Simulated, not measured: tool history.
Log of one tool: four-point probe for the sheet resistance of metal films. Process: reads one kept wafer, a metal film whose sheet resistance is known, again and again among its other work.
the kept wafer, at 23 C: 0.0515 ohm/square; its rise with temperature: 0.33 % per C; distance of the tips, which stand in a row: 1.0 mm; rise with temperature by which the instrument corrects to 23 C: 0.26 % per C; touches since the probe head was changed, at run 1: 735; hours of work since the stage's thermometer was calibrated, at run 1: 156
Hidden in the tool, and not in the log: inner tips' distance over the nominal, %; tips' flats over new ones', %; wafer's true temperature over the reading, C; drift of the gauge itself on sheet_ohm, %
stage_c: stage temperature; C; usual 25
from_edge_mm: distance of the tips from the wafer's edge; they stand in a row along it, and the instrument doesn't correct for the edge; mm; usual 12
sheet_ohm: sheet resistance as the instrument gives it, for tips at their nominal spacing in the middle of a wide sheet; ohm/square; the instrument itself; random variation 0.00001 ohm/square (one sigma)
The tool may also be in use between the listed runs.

| run | hour | stage_c | from_edge_mm | touches since the probe head was changed | hours of work since the stage's thermometer was calibrated | sheet_ohm |
|---|---|---|---|---|---|---|
| 1 | 0.0 | 25 | 12 | 735 | 156 | 0.051641 |
| 2 | 14.3 | 25 | 12 | 1061 | 166 | 0.051667 |
| 3 | 33.5 | 25 | 12 | 1500 | 180 | 0.051671 |
| 4 | 52.9 | 25 | 12 | 1944 | 194 | 0.051680 |
| 5 | 67.9 | 25 | 12 | 2287 | 204 | 0.051669 |
| 6 | 76.5 | 25 | 12 | 2483 | 210 | 0.051678 |
| 7 | 94.5 | 25 | 19 | 2894 | 223 | 0.051561 |
| 8 | 106.5 | 25 | 19 | 3168 | 232 | 0.051556 |
| 9 | 121.8 | 25 | 19 | 3517 | 242 | 0.051567 |
| 10 | 135.5 | 25 | 32 | 3830 | 252 | 0.051534 |
| 11 | 147.0 | 25 | 32 | 4092 | 260 | 0.051504 |
| 12 | 165.1 | 25 | 14 | 4505 | 273 | 0.051631 |
| 13 | 179.0 | 25 | 14 | 4823 | 283 | 0.051619 |
| 14 | 190.3 | 25 | 12 | 5082 | 291 | 0.051669 |
| 15 | 207.1 | 25 | 12 | 5465 | 303 | 0.051708 |
| 16 | 221.8 | 25 | 12 | 5802 | 313 | 0.051705 |
| 17 | 233.1 | 25 | 12 | 6060 | 321 | 0.051682 |
| 18 | 251.9 | 25 | 12 | 6490 | 335 | 0.051685 |
| 19 | 260.5 | 25 | 12 | 6686 | 341 | 0.051703 |
| 20 | 274.3 | 25 | 12 | 7001 | 350 | 0.051688 |
| 21 | 284.2 | 26 | 12 | 7227 | 357 | 0.051739 |
| 22 | 300.1 | 25 | 12 | 7590 | 369 | 0.051680 |
| 23 | 311.4 | 25 | 39 | 7847 | 377 | 0.051514 |
| 24 | 330.7 | 25 | 6 | 8288 | 390 | 0.052284 |
| 25 | 347.2 | 32 | 4 | 8667 | 402 | 0.053430 |
| 26 | 357.9 | 32 | 4 | 8909 | 410 | 0.053430 |
| 27 | 375.1 | 33 | 7 | 9303 | 422 | 0.052353 |
| 28 | 385.0 | 26 | 60 | 9530 | 429 | 0.051553 |
| 29 | 393.9 | 26 | 16 | 9732 | 435 | 0.051654 |
| 30 | 408.6 | 31 | 8 | 10067 | 445 | 0.052162 |
| 31 | 425.6 | 33 | 4 | 10457 | 457 | 0.053491 |
| 32 | 438.2 | 28 | 26 | 10745 | 466 | 0.051655 |
| 33 | 448.9 | 23 | 6 | 10989 | 474 | 0.052199 |
| 34 | 465.0 | 23 | 6 | 11356 | 485 | 0.052201 |
| 35 | 480.0 | 20 | 6 | 11699 | 496 | 0.052107 |
| 36 | 498.5 | 25 | 65 | 12122 | 509 | 0.051530 |
| 37 | 517.0 | 33 | 11 | 12545 | 522 | 0.052030 |
| 38 | 531.2 | 33 | 11 | 12868 | 532 | 0.052036 |
| 39 | 550.2 | 27 | 5 | 13302 | 546 | 0.052691 |
| 40 | 563.4 | 32 | 12 | 13603 | 555 | 0.051972 |
| 41 | 577.8 | 27 | 59 | 13932 | 565 | 0.051619 |
| 42 | 586.4 | 31 | 12 | 14128 | 571 | 0.051925 |
| 43 | 596.7 | 19 | 12 | 14364 | 578 | 0.051486 |
| 44 | 605.3 | 19 | 12 | 14562 | 585 | 0.051514 |
| 45 | 619.1 | 19 | 12 | 14875 | 594 | 0.051497 |

Forecast each of these 4 alternatives for the next run:
| A | 627.3 | 24 | 12 | 15062 | 600 | ? |
| B | 627.3 | 20 | 37 | 15062 | 600 | ? |
| C | 627.3 | 27 | 39 | 15062 | 600 | ? |
| D | 627.3 | 29 | 4 | 15062 | 600 | ? |

| run | sheet_ohm |
|---|---|
| A | 0.051684 |
| B | 0.051365 |
| C | 0.051625 |
| D | 0.053355 |
Without the tool's hidden state the same runs would have given:
| run | sheet_ohm |
|---|---|
| A | 0.051723 |
| B | 0.051404 |
| C | 0.051663 |
| D | 0.053395 |

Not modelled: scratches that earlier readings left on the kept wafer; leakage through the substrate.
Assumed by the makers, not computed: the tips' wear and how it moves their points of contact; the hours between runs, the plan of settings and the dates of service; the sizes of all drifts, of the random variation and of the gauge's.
